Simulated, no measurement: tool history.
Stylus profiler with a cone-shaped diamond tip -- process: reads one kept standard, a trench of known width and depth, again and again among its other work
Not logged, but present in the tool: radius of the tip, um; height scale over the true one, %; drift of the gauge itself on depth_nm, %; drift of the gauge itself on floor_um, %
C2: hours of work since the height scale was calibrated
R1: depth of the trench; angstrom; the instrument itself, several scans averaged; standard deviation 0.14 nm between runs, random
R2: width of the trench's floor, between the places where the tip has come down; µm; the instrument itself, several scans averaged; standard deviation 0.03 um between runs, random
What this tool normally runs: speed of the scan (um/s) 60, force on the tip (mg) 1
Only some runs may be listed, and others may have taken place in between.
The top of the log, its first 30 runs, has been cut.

Run 31, hour 2955.5: usual settings but speed of the scan (um/s) 143, force on the tip (mg) 1.14; scans with this tip 3494; C2 350. Result: R1 5032.5 angstrom, R2 16.64 µm.
Run 32, hour 3057.7: usual settings but speed of the scan (um/s) 143, force on the tip (mg) 0.75; scans with this tip 3937; C2 395. Result: R1 5023.9 angstrom, R2 16.52 µm.
Run 33, hour 3130.9: usual settings but speed of the scan (um/s) 15, force on the tip (mg) 1.16; scans with this tip 4255; C2 427. Result: R1 5031.6 angstrom, R2 16.96 µm.
Run 34, hour 3217.2: usual settings but speed of the scan (um/s) 15, force on the tip (mg) 1.16; scans with this tip 4629; C2 464. Result: R1 5030.5 angstrom, R2 16.93 µm.
Run 35, hour 3340.1: usual settings but force on the tip (mg) 1.08; scans with this tip 5161; C2 518. Result: R1 5026.7 angstrom, R2 16.81 µm.
Run 36, hour 3461.3: usual settings but speed of the scan (um/s) 91, force on the tip (mg) 1.17; scans with this tip 5686; C2 570. Result: R1 5031.2 angstrom, R2 16.78 µm.
Run 37, hour 3587.9: usual settings but speed of the scan (um/s) 27, force on the tip (mg) 1.39; scans with this tip 6235; C2 625. Result: R1 5037.1 angstrom, R2 16.89 µm.
Run 38, hour 3671.3: usual settings but speed of the scan (um/s) 32, force on the tip (mg) 0.54; scans with this tip 6597; C2 662. Result: R1 5019.5 angstrom, R2 16.88 µm.
Run 39, hour 3744.1: usual settings but speed of the scan (um/s) 22, force on the tip (mg) 0.99; scans with this tip 6912; C2 693. Result: R1 5027.8 angstrom, R2 16.93 µm.
Run 40, hour 3846.4: usual settings but speed of the scan (um/s) 86, force on the tip (mg) 0.37; scans with this tip 7356; C2 738. Result: R1 5016.1 angstrom, R2 16.6 µm.
Run 41, hour 3964.8: usual settings but speed of the scan (um/s) 53, force on the tip (mg) 0.37; scans with this tip 7869; C2 789. Result: R1 5014.4 angstrom, R2 16.75 µm.
Run 42, hour 4084.9: usual settings but speed of the scan (um/s) 53, force on the tip (mg) 0.37; scans with this tip 8389; C2 841. Result: R1 5016.3 angstrom, R2 16.76 µm.
Run 43, hour 4188.7: usual settings but speed of the scan (um/s) 120, force on the tip (mg) 2.31; scans with this tip 8839; C2 886. Result: R1 5048.7 angstrom, R2 16.75 µm.
Run 44, hour 4247.7: usual settings but speed of the scan (um/s) 121, force on the tip (mg) 0.69; scans with this tip 9095; C2 912. Result: R1 5022.7 angstrom, R2 16.53 µm.
Run 45, hour 4339.6: usual settings but speed of the scan (um/s) 121, force on the tip (mg) 0.69; scans with this tip 9493; C2 952. Result: R1 5018.3 angstrom, R2 16.57 µm.
Run 46, hour 4446.5: usual settings but force on the tip (mg) 0.49; scans with this tip 9957; C2 999. Result: R1 5016.8 angstrom, R2 16.75 µm.
Run 47, hour 4551.7: usual settings but speed of the scan (um/s) 17, force on the tip (mg) 1.04; scans with this tip 10413; C2 1044. Result: R1 5029.4 angstrom, R2 16.94 µm.

Each row is a separate what-if for the run after 47, all from the same tool condition, not one after another. Results?
At hour 4604.2: new tip fitted, height scale calibrated.
Run A, hour 4632.3: usual settings but speed of the scan (um/s) 40, force on the tip (mg) 2.44; scans with this tip 122; C2 12. Result: R1 ?, R2 ?.
At hour 4604.2: new tip fitted, height scale calibrated.
Run B, hour 4632.3: usual settings but force on the tip (mg) 0.45; scans with this tip 122; C2 12. Result: R1 ?, R2 ?.
At hour 4604.2: new tip fitted, height scale calibrated.
Run C, hour 4632.3: usual settings but speed of the scan (um/s) 63, force on the tip (mg) 0.35; scans with this tip 122; C2 12. Result: R1 ?, R2 ?.

run      R1     R2
  A  5050.1  16.91
  B  5018.6  16.76
  C  5014.5  16.72
The same runs, with their run-to-run variation unchanged, on a tool lacking any hidden condition would have given:
run      R1     R2
  A  5050.1   16.9
  B  5018.6  16.76
  C  5014.6  16.71
